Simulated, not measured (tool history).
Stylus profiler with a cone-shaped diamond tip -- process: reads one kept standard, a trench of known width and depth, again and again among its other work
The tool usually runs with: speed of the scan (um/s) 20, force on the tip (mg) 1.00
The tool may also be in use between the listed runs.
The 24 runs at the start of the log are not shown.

run	hour	speed of the scan (um/s)	force on the tip (mg)	scans with this tip	hours of work since the height scale was calibrated	depth of the trench (Å)	width of the trench's floor (nm)
25	356.4	20	2.28	6842	1188	5080.3	17220
26	380.6	20	1.56	6921	1202	5062.0	17170
27	395.1	20	1.56	6968	1210	5062.6	17200
28	416.7	20	1.56	7039	1223	5061.9	17170
29	428.8	9	1.34	7078	1229	5054.9	17240
30	441.7	39	1.13	7121	1237	5050.6	17010
31	457.2	7	0.77	7171	1246	5039.4	17220
32	478.7	28	1.00	7241	1258	5046.6	17140
33	489.4	28	1.00	7276	1264	5045.7	17080
34	501.6	28	1.00	7316	1271	5046.1	17160
35	513.1	41	0.70	7353	1277	5035.6	16960
36	536.1	41	0.70	7429	1290	5037.0	16910
37	560.4	43	1.00	7508	1304	5046.6	16960
38	584.1	6	0.42	7585	1317	5026.1	17250
39	602.5	6	0.42	7645	1328	5025.6	17260
40	624.9	13	0.86	7718	1341	5042.2	17220
41	640.5	13	0.86	7769	1349	5042.9	17220
42	654.4	6	1.11	7814	1357	5049.7	17290

Each row is a separate what-if for the run after 42, all from the same tool condition, not one after another. Results?
A	673.7	42	0.67	7877	1368	?	?
B	673.7	24	1.00	7877	1368	?	?
C	673.7	6	1.11	7877	1368	?	?
D	673.7	20	1.21	7877	1368	?	?

run	depth of the trench (Å)	width of the trench's floor (nm)
A	5035.1	16940
B	5046.2	17180
C	5049.0	17310
D	5052.7	17150
Without the tool's hidden state the same runs would have given:
run	depth of the trench (Å)	width of the trench's floor (nm)
A	5035.0	16970
B	5046.1	17200
C	5048.9	17330
D	5052.6	17170
